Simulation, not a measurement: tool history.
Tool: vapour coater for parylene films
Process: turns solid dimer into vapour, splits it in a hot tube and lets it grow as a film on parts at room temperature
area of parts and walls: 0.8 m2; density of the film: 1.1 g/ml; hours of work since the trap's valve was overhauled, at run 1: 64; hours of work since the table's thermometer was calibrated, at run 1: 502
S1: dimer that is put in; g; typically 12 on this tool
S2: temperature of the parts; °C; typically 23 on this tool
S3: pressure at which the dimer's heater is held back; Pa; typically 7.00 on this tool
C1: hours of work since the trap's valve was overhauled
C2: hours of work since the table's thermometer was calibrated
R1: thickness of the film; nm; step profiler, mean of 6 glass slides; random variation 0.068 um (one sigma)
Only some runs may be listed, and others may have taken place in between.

run   hour  S1  S2     S3   C1   C2     R1
  1    0.0  12  23   7.00   64  502   8810
  2   20.2  12  23   7.00   76  514   8860
  3   32.2  12  23   2.26   83  521  11480
  4   55.5  12  23   2.26   96  535  11540
  5   72.2  12  23   8.23  106  545   8400
  6   90.9  12  23   8.23  117  556   8420
  7  113.7  12  23   7.00  131  569   8770
  8  135.6  12  23   7.00  144  582   8630
  9  145.5  13  23   7.00  150  588   9340
 10  164.1  12  17   7.00  161  599  11500
 11  187.0  12  30   7.00  174  613   6310
 12  198.1  12  23   2.18  181  619  11220
 13  208.1  12  23   2.18  187  625  11290
 14  228.9  12  23   5.81  199  637   8970
 15  249.5   7  32  10.94  211  650   2990
 16  262.4   7  32  10.94  219  657   2950
 17  285.8  12  23   4.75  233  671   9400
 18  297.8  17  15   7.00  240  678  17380
 19  312.2  12  23   7.71  248  687   8390
 20  328.3  12  16   2.34  258  696  12530
 21  347.1  12  30   4.87  269  707   6580
 22  364.6  17  19   9.42  279  718  13500
 23  375.5  17  19   9.42  286  724  13340
 24  386.2  15  23   8.11  292  730  10270
 25  399.8  15  23   8.11  300  738  10010
 26  410.0  14  23   7.00  306  744   9790
 27  422.3  14  22   4.84  313  752  11160

Pick out some run-to-run changes in R1. Of each, how much would a tool without hidden state show as well, from the settings, what came in and chance, and how much is left for the hidden state and any gauge scatter not in both results compared?
Hidden state at play: vapour lost through the trap's worn valve, %; true temperature of the parts over the reading, C; drift of the gauge itself on film_um, %.
Run 17 -> 18: S1 12 -> 17, S2 23 -> 15, S3 4.75 -> 7.00. R1 +7980 nm: hidden state -250, all else +8230.
Run 18 -> 19: S1 17 -> 12, S2 15 -> 23, S3 7.00 -> 7.71. R1 -8990 nm: hidden state +250, all else -9240.
Run 19 -> 20: S2 23 -> 16, S3 7.71 -> 2.34. R1 +4140 nm: hidden state -670, all else +4810.
Run 20 -> 21: S2 16 -> 30, S3 2.34 -> 4.87. R1 -5950 nm: hidden state +690, all else -6640.

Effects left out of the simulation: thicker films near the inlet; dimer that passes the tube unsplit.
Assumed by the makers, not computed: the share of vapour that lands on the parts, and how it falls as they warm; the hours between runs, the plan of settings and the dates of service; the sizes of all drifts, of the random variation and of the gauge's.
